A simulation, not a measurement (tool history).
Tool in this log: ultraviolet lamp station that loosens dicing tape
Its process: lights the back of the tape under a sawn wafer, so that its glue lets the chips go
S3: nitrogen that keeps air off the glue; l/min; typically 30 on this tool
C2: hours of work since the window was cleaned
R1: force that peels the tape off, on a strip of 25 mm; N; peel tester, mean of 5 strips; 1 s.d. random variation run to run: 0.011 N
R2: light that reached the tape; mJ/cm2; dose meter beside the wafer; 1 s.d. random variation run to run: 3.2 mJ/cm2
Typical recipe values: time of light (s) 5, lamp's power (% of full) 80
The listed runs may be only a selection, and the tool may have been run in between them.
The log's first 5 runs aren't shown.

{"run": 6, "hour": 32.4, "time of light (s)": 3, "lamp's power (% of full)": 99, "S3": 30, "hours of work of the lamp": 74, "C2": 74, "R1": 0.907, "R2": 352}
{"run": 7, "hour": 38.7, "time of light (s)": 3, "lamp's power (% of full)": 99, "S3": 30, "hours of work of the lamp": 77, "C2": 77, "R1": 0.907, "R2": 356}
{"run": 8, "hour": 42.9, "time of light (s)": 3, "lamp's power (% of full)": 99, "S3": 30, "hours of work of the lamp": 79, "C2": 79, "R1": 0.909, "R2": 350}
{"run": 9, "hour": 48.4, "time of light (s)": 2, "lamp's power (% of full)": 80, "S3": 30, "hours of work of the lamp": 81, "C2": 81, "R1": 1.934, "R2": 189}
{"run": 10, "hour": 55.9, "time of light (s)": 5, "lamp's power (% of full)": 70, "S3": 30, "hours of work of the lamp": 85, "C2": 85, "R1": 0.664, "R2": 414}
{"run": 11, "hour": 59.6, "time of light (s)": 5, "lamp's power (% of full)": 70, "S3": 30, "hours of work of the lamp": 87, "C2": 87, "R1": 0.686, "R2": 412}
{"run": 12, "hour": 64.1, "time of light (s)": 5, "lamp's power (% of full)": 80, "S3": 21, "hours of work of the lamp": 89, "C2": 89, "R1": 0.687, "R2": 468}
{"run": 13, "hour": 68.4, "time of light (s)": 5, "lamp's power (% of full)": 80, "S3": 21, "hours of work of the lamp": 91, "C2": 91, "R1": 0.703, "R2": 470}
{"run": 14, "hour": 72.2, "time of light (s)": 5, "lamp's power (% of full)": 80, "S3": 21, "hours of work of the lamp": 93, "C2": 93, "R1": 0.697, "R2": 469}
{"run": 15, "hour": 76.4, "time of light (s)": 3, "lamp's power (% of full)": 80, "S3": 30, "hours of work of the lamp": 95, "C2": 95, "R1": 1.287, "R2": 279}
{"run": 16, "hour": 84.3, "time of light (s)": 3, "lamp's power (% of full)": 80, "S3": 30, "hours of work of the lamp": 99, "C2": 99, "R1": 1.269, "R2": 284}
{"run": 17, "hour": 88.8, "time of light (s)": 3, "lamp's power (% of full)": 80, "S3": 11, "hours of work of the lamp": 101, "C2": 101, "R1": 2.056, "R2": 282}
{"run": 18, "hour": 97.2, "time of light (s)": 3, "lamp's power (% of full)": 80, "S3": 11, "hours of work of the lamp": 105, "C2": 105, "R1": 2.066, "R2": 283}
{"run": 19, "hour": 103.3, "time of light (s)": 3, "lamp's power (% of full)": 80, "S3": 11, "hours of work of the lamp": 108, "C2": 108, "R1": 1.986, "R2": 274}
{"run": 20, "hour": 110.5, "time of light (s)": 3, "lamp's power (% of full)": 80, "S3": 11, "hours of work of the lamp": 112, "C2": 112, "R1": 2.047, "R2": 281}
{"run": 21, "hour": 115.5, "time of light (s)": 3, "lamp's power (% of full)": 80, "S3": 11, "hours of work of the lamp": 114, "C2": 114, "R1": 2.103, "R2": 282}
{"run": 22, "hour": 120.6, "time of light (s)": 3, "lamp's power (% of full)": 80, "S3": 11, "hours of work of the lamp": 117, "C2": 117, "R1": 2.026, "R2": 278}
{"hour": 121.5, "done": "window cleaned of glue's vapour"}
{"run": 23, "hour": 125.7, "time of light (s)": 4, "lamp's power (% of full)": 73, "S3": 35, "hours of work of the lamp": 119, "C2": 2, "R1": 0.913, "R2": 332}

What will run 24 give?
{"run": 24, "hour": 132.5, "time of light (s)": 2, "lamp's power (% of full)": 83, "S3": 28, "hours of work of the lamp": 123, "C2": 5, "R1": "?", "R2": "?"}

{"run 24": {"R1": 2.077, "R2": 190}}
On a tool with no hidden condition, and with the same random variation, this run would have come out at R1 1.907 N, R2 208 mJ/cm2.
